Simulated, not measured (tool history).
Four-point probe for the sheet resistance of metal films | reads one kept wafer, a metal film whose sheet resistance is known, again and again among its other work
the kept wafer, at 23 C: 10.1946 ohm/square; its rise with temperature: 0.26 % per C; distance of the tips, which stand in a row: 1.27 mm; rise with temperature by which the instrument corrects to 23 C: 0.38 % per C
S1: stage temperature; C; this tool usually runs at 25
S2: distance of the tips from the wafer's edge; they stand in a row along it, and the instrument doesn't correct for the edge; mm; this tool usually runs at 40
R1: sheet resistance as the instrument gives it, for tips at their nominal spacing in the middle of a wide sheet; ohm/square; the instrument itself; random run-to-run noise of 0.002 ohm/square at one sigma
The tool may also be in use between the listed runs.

run   hour  S1  S2         R1
  1    0.0  25  40  10.153589
  2   13.8  25  40  10.154690
  3   23.3  25  40  10.150650
  4   40.5  25  13  10.196440
  5   57.7  25  15  10.184742
  6   66.8  25  40  10.148636
  7   78.5  25  40  10.149907
  8   98.9  25  40  10.151469
  9  117.8  25   5  10.484185
 10  137.4  25   5  10.479510
 11  149.5  25   5  10.482851
 12  157.9  25  15  10.178575
 13  174.5  25   6  10.384453
 14  189.0  25   6  10.381670
     190.7  -- stage's thermometer calibrated
 15  202.2  29   5  10.427852
 16  213.3  29   5  10.431346
     220.4  -- stage's thermometer calibrated, once more
 17  231.7  20  40  10.211518
 18  242.3  23  29  10.177631
 19  262.9  23  69  10.167613
 20  280.8  31  12  10.135186
 21  289.4  28  45  10.110847
 22  308.2  28  45  10.114945
 23  324.4  28  45  10.112761
 24  333.7  30  14  10.124982
 25  344.5  20  15  10.242384
 26  354.9  29   8  10.227030

What if the next run were any one of these 4? Each begins from the tool's condition after run 26:
  A  368.5  20   7   ?
  B  368.5  23   6   ?
  C  368.5  29  26   ?
  D  368.5  32   7   ?

run         R1
  A  10.381061
  B  10.406244
  C  10.109506
  D  10.234629
With the hidden condition removed and each run's random variation left untouched, the same runs would have given:
run         R1
  A  10.411757
  B  10.436984
  C  10.139388
  D  10.264830
